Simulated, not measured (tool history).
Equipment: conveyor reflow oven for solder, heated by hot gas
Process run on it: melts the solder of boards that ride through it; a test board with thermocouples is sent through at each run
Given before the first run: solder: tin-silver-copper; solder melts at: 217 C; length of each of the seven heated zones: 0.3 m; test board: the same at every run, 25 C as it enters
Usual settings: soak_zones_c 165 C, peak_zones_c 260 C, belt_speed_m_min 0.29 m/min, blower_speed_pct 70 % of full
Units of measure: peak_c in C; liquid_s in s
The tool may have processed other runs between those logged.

| run | hour | soak_zones_c | peak_zones_c | belt_speed_m_min | blower_speed_pct | peak_c | liquid_s |
|---|---|---|---|---|---|---|---|
| 1 | 0 | 165 | 260 | 0.29 | 70 | 248.2 | 87.18 |
| 2 | 8 | 165 | 260 | 0.29 | 70 | 248.1 | 87.04 |
| 3 | 15.7 | 160 | 260 | 0.29 | 70 | 247.6 | 83.77 |
| 4 | 22 | 160 | 260 | 0.29 | 70 | 247.6 | 83.82 |
| 5 | 31 | 160 | 260 | 0.29 | 70 | 247.4 | 83.9 |
| 6 | 37.6 | 165 | 266 | 0.29 | 70 | 253.7 | 93.23 |
| 7 | 43.3 | 165 | 260 | 0.253 | 70 | 250.8 | 106.54 |
| 8 | 50.6 | 176 | 260 | 0.253 | 70 | 252 | 113.98 |
| 9 | 60.4 | 165 | 260 | 0.29 | 70 | 247.9 | 86.88 |
| 10 | 68.1 | 165 | 260 | 0.29 | 69 | 248 | 86.71 |
| 11 | 77.3 | 179 | 252 | 0.261 | 60 | 243.2 | 100.21 |
| 12 | 82 | 179 | 252 | 0.243 | 86 | 246.1 | 116.19 |
| 13 | 87.6 | 179 | 252 | 0.243 | 86 | 246.1 | 116.55 |
| 14 | 92.9 | 165 | 268 | 0.318 | 58 | 250.9 | 80 |
| 15 | 101.3 | 165 | 268 | 0.247 | 58 | 257.8 | 115.84 |

Forecast each of these 4 alternatives for the next run:
| A | 107.8 | 158 | 249 | 0.247 | 58 | ? | ? |
| B | 107.8 | 167 | 268 | 0.28 | 79 | ? | ? |
| C | 107.8 | 173 | 260 | 0.245 | 70 | ? | ? |
| D | 107.8 | 165 | 270 | 0.319 | 62 | ? | ? |

| run | peak_c | liquid_s |
|---|---|---|
| A | 239.1 | 86.07 |
| B | 257.5 | 102.63 |
| C | 252.1 | 116.8 |
| D | 253.3 | 82.56 |
With no hidden state in the tool, these same runs would have given:
| run | peak_c | liquid_s |
|---|---|---|
| A | 241.4 | 90.78 |
| B | 260 | 104.99 |
| C | 254.4 | 119.47 |
| D | 255.9 | 85.21 |

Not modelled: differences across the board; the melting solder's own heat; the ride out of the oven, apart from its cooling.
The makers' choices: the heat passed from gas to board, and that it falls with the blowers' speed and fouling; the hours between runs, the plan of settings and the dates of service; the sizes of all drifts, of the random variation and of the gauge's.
